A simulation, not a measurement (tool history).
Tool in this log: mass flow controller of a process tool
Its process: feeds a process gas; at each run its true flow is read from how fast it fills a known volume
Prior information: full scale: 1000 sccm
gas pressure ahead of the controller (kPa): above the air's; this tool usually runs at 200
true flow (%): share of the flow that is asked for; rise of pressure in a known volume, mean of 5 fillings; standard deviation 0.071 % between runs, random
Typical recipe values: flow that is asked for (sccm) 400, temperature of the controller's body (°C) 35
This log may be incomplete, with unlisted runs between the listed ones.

run	hour	flow that is asked for (sccm)	gas pressure ahead of the controller (kPa)	temperature of the controller's body (°C)	true flow (%)
1	0	400	200	35	99.86
2	113.6	400	200	35	99.99
3	288.7	400	200	35	100.07
4	404.9	400	231	35	100.16
5	544.3	400	231	35	100.05
6	731.8	400	226	35	100.15
7	917.9	400	200	35	100.14
8	1010.8	400	200	35	100.18
9	1153.5	400	162	35	100.1
10	1297.9	400	162	35	100.13
11	1381.8	400	162	35	100.33
12	1568.5	400	162	35	100.23
13	1707.8	400	162	35	100.15
14	1859.9	400	162	35	100.25
15	1964.2	400	162	35	100.27
16	2154.1	400	162	35	100.33
17	2265.8	400	162	35	100.46
18	2452.2	696	200	35	101.01
19	2639.3	400	200	29	99.8
20	2805.6	400	200	29	99.76
21	2988.3	400	200	29	99.94
22	3151.4	400	200	21	99.05
23	3262.8	325	200	21	98.89
24	3384.3	400	200	36	100.69
25	3526.9	652	212	36	101.2
26	3685.3	400	209	21	99
# hour 3695.7: controller's zero set anew
27	3781.1	129	222	25	100.69
28	3949.4	573	219	35	101.1
29	4038.8	573	216	35	101.21
30	4145.9	400	199	35	100.94
31	4286.3	400	150	25	99.61
32	4411.7	662	219	25	100.22
33	4567.3	273	223	26	100.09
34	4674.8	273	223	26	100.01
# hour 4719.2: controller's zero set anew, once more
35	4822.8	273	223	26	99.37
36	4940.5	400	242	21	99.07
37	5037.5	626	239	30	100.57
38	5188.2	626	239	30	100.62
39	5271.4	343	149	35	100.34
40	5457.4	782	141	35	101.23
41	5604.4	510	190	26	99.84
42	5779.4	510	190	26	99.88
43	5942.5	510	190	26	99.76
44	6072.4	400	200	40	101.41
45	6179.7	400	200	40	101.32
46	6283.4	306	200	35	100.64
47	6372.5	259	148	29	99.76
48	6518.9	110	145	21	99.51

Subtracting, for every run, the result it would have given without the tool's unlogged condition from the measured result gives the following. The same run-to-run variation enters both numbers; the gauge's scatter may not:
The hidden state here: flow at rest that the sensor doesn't see, % of full scale; true flow over the shown one, %; drift of the gauge itself on true_pct, %.
run	true flow (%)
1	+0.08
2	+0.1
3	+0.14
4	+0.16
5	+0.18
6	+0.22
7	+0.26
8	+0.28
9	+0.3
10	+0.33
11	+0.35
12	+0.38
13	+0.42
14	+0.45
15	+0.46
16	+0.5
17	+0.52
18	+0.41
19	+0.6
20	+0.62
21	+0.67
22	+0.69
23	+0.82
24	+0.75
25	+0.6
26	+0.8
27	+2.31
28	+0.82
29	+0.84
30	+1.06
31	+1.09
32	+0.84
33	+1.47
34	+1.49
35	+0.71
36	+0.65
37	+0.59
38	+0.62
39	+0.75
40	+0.64
41	+0.72
42	+0.75
43	+0.78
44	+0.87
45	+0.9
46	+1.01
47	+1.11
48	+1.86

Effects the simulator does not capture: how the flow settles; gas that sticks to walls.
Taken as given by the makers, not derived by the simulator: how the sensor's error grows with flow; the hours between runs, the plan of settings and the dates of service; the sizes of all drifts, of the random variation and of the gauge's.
